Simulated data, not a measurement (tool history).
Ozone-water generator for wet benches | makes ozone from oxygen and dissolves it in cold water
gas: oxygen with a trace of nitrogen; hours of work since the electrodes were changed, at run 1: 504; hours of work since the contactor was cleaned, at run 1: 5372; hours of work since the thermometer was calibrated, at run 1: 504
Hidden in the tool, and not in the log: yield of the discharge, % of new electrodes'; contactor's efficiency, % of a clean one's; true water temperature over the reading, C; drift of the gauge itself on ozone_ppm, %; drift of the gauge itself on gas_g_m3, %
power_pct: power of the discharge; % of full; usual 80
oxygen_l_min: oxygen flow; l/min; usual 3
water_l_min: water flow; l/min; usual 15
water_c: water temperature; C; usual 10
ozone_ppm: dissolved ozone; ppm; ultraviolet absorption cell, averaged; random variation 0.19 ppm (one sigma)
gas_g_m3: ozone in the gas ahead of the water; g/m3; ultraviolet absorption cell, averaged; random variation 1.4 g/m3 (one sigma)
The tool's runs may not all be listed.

run	hour	power_pct	oxygen_l_min	water_l_min	water_c	hours of work since the electrodes were changed	hours of work since the contactor was cleaned	hours of work since the thermometer was calibrated	ozone_ppm	gas_g_m3
1	0	80	3	15	10	504	5372	504	25	263.6
2	26.5	80	3	15	10	529	5396	529	24.8	263.3
# hour 35.6: contactor cleaned
3	60.1	80	3	15	10	556	23	556	25.6	261.8
4	83	80	3	15	10	577	44	577	26	262.8
5	96.8	80	3	15	10	590	57	590	25.7	261.1
6	123.7	80	3	19	10	615	82	615	20	262.7
7	147.3	80	3	19	10	637	104	637	19.7	262.9
8	160.8	80	1.56	15	10	650	116	650	20	329.8
9	185.6	80	1.56	12	10	673	140	673	26	329.3
10	215.8	80	1.56	12	10	701	168	701	25.9	333.3
11	230.9	80	1.56	12	10	715	182	715	25.7	327.8
12	244.6	80	1.56	12	10	728	194	728	25.6	331.1
13	259.1	80	1.56	12	10	741	208	741	25.6	333
14	288	80	1.56	12	10	768	235	768	25.7	333
15	305.3	80	3	15	10	784	251	784	25.7	262.9
16	329.1	93	3	15	10	806	273	806	28.2	286.8
17	349.4	80	3	22	10	825	292	825	17.2	260.8
18	366.7	80	3	23	10	841	308	841	15.9	259.4
19	396.8	80	3	23	10	869	336	869	15.7	254.9
20	411.4	80	1.78	11	14	883	350	883	28.5	309.8
21	439.7	80	3.3	15	10	909	376	909	26	250.9
22	463.3	80	3.3	15	10	931	398	931	26.4	249.4
23	485.6	50	2.44	17	12	952	419	952	15.1	207.3
24	515.9	50	2	17	12	980	447	980	13.9	224.6
25	539.3	50	2	17	12	1002	468	1002	14	220.6
26	570.2	50	2.69	17	12	1031	497	1031	15.3	198.7
27	588.2	50	2.69	17	12	1047	514	1047	15.7	198.2
28	616.7	80	2.19	15	10	1074	540	1074	22.9	289.6
29	640.2	80	2.19	15	10	1096	562	1096	22.8	292.1
30	665.4	80	2.99	12	10	1119	586	1119	31.6	257.6
31	680.9	85	3	11	17	1133	600	1133	32.3	269.4
32	694.2	59	2.04	11	10	1146	612	1146	25.1	244.3

Hidden state at the last listed run before each entry between runs and at the first one after, where it differs:
Between runs 2 and 3: contactor cleaned (hour 35.6)
  yield of the discharge, % of new electrodes': 98.5 -> 98.4; contactor's efficiency, % of a clean one's: 92.5 -> 99.9
  measured less the result without the state, ozone_ppm: -1.4 -> -0.5 ppm; gas_g_m3: -4.5 -> -4.7 g/m3
